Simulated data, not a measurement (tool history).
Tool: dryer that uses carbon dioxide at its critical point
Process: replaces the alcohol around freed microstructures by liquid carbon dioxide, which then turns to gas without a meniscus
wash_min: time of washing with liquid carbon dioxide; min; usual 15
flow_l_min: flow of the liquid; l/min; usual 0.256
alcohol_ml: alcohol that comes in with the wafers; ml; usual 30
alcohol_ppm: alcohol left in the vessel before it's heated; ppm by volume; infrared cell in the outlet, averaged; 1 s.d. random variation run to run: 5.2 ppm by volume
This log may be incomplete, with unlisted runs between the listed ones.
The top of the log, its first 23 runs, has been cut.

run   hour  wash_min  flow_l_min  alcohol_ml  alcohol_ppm
 24  236.3        16       0.379          30          189
 25  243.6        15       0.256          61          422
 26  254.2        15       0.256          61          419
 27  262.1        11       0.324          40          448
 28  277.1        12       0.305          38          416
 29  286.9        19       0.184          30          408
 30  300.7        15       0.182          40         1230
     311.8  -- inlet filter changed
 31  311.8        15       0.182          40          918
 32    323        15       0.182          40          946
 33  337.5        16       0.232          54          392
 34  352.7        15       0.335         115          260
 35  365.4        15       0.348          37          234
 36  379.7        15       0.267          77          400
 37  387.4        13       0.374          30          226
 38  397.3        14       0.256          37          412
 39  406.6        17       0.359          30          223
 40  413.5        15       0.313          30          239
 41  428.3        22       0.232          30          249
 42  439.9        22       0.232          30          245
 43    450        23       0.232          73          260
 44  457.3        23       0.383          73          233
 45  471.3        23       0.383          73          243
 46    479        23       0.383          61          236

What if the next run were any one of these 3? Each begins from the tool's condition after run 46:
  A  493.4        23       0.389          61            ?
  B  493.4        12       0.256         103            ?
  C  493.4        12       0.244          30            ?

run  alcohol_ppm
  A          264
  B         1692
  C          794
The same runs, with their run-to-run variation unchanged, on a tool lacking any hidden condition would have given:
run  alcohol_ppm
  A           18
  B         1015
  C          396
